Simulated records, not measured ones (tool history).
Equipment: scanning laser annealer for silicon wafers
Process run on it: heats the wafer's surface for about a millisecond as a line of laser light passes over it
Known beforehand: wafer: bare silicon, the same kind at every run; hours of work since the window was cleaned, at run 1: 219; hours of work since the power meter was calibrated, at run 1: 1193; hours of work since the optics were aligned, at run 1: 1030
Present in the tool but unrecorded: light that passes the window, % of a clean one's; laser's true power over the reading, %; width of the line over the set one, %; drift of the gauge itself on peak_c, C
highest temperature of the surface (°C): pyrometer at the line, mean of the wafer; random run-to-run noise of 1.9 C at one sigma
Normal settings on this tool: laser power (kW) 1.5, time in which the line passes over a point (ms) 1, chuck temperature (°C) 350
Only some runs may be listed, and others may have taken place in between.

run    hour  laser power (kW)  time in which the line passes over a point (ms)  chuck temperature (°C)  hours of work since the window was cleaned  hours of work since the power meter was calibrated  hours of work since the optics were aligned  highest temperature of the surface (°C)
  1       0               1.5                                                1                     350                                         219                                                1193                                         1030                                     1116
  2    69.8               1.5                                             1.16                     350                                         257                                                1230                                         1067                                     1185
  3   154.7               1.5                                             1.16                     350                                         302                                                1275                                         1112                                     1181
  4   241.4               1.5                                             1.16                     356                                         348                                                1321                                         1158                                     1186
      294.3  -- window over the wafer cleaned
  5   296.8               1.5                                             1.16                     356                                           1                                                1349                                         1186                                     1191
      361.2  -- optics aligned, line set to its width
  6   374.2               1.5                                                1                     350                                          40                                                1388                                            7                                     1117
  7     420             1.366                                                1                     350                                          64                                                1412                                           31                                     1035
  8   483.7             1.366                                                1                     350                                          98                                                1446                                           65                                     1036
  9   570.7             1.366                                                1                     350                                         144                                                1492                                          111                                     1038
 10   634.8               1.5                                                1                     350                                         178                                                1526                                          146                                     1117
 11   689.6               1.5                                             1.07                     350                                         208                                                1556                                          175                                     1146
 12   727.8               1.5                                             1.07                     350                                         228                                                1576                                          195                                     1149
 13   807.5               1.5                                             1.07                     350                                         270                                                1618                                          237                                     1147
 14     869               1.5                                             1.07                     350                                         303                                                1651                                          270                                     1146
 15   919.6               1.5                                             1.07                     350                                         330                                                1678                                          297                                     1146
 16   959.7               1.5                                                1                     343                                         351                                                1699                                          318                                     1112
     1009.4  -- window over the wafer cleaned
 17  1039.3              1.62                                                1                     350                                          16                                                1741                                          360                                     1190
 18  1111.8              1.62                                                1                     350                                          55                                                1779                                          398                                     1192
 19  1154.3              1.62                                                1                     350                                          77                                                1802                                          421                                     1194
 20    1232               1.5                                             1.09                     350                                         118                                                1843                                          462                                     1154
 21  1315.2               1.5                                              0.7                     350                                         163                                                1887                                          506                                      980
 22    1372              1.35                                                1                     350                                         193                                                1917                                          537                                     1024
 23    1458             1.395                                             1.23                     355                                         239                                                1963                                          582                                     1148
 24  1494.2             1.472                                             0.94                     318                                         258                                                1982                                          601                                     1040
 25  1579.2             1.649                                             0.96                     373                                         303                                                2028                                          647                                     1214
 26  1629.6             1.649                                             0.96                     373                                         330                                                2054                                          674                                     1214
     1717.9  -- window over the wafer cleaned
 27  1717.9               1.5                                             0.84                     355                                           0                                                2100                                          719                                     1052
 28  1784.6             1.468                                             0.86                     332                                          35                                                2136                                          755                                     1019
 29  1829.3               1.5                                             0.88                     350                                          59                                                2160                                          779                                     1064
 30  1869.1               1.5                                             0.88                     385                                          80                                                2181                                          800                                     1099
 31  1955.7             1.342                                             1.06                     358                                         126                                                2227                                          846                                     1050
 32  1999.6             1.454                                             0.94                     388                                         150                                                2250                                          869                                     1105
 33  2080.1             1.454                                             0.94                     388                                         193                                                2293                                          912                                     1101
 34  2121.3             1.471                                                1                     359                                         215                                                2315                                          934                                     1111
 35  2199.8             1.567                                             1.14                     326                                         256                                                2357                                          976                                     1196
 36  2287.8             1.511                                             0.93                     320                                         303                                                2403                                         1023                                     1065
 37  2331.3               1.5                                             0.76                     350                                         326                                                2427                                         1046                                     1008
 38  2390.9               1.5                                             0.76                     350                                         358                                                2458                                         1077                                     1007
     2428.2  -- window over the wafer cleaned
 39  2454.5             1.393                                             0.77                     329                                          14                                                2491                                         1110                                      933
 40  2519.1             1.393                                             0.77                     329                                          48                                                2525                                         1144                                      935

Hidden state at the last listed run before each entry between runs and at the first one after, where it differs:
From run 4 to run 5: window over the wafer cleaned (hour 294.3)
  light that passes the window, % of a clean one's: 99.9 -> 100
From run 5 to run 6: optics aligned, line set to its width (hour 361.2)
  light that passes the window, % of a clean one's: 100 -> 99.99; width of the line over the set one, %: 0.07 -> 0
From run 16 to run 17: window over the wafer cleaned (hour 1009.4)
  light that passes the window, % of a clean one's: 99.91 -> 99.99
From run 26 to run 27: window over the wafer cleaned (hour 1717.9)
  light that passes the window, % of a clean one's: 99.91 -> 99.99
From run 38 to run 39: window over the wafer cleaned (hour 2428.2)
  light that passes the window, % of a clean one's: 99.9 -> 99.99
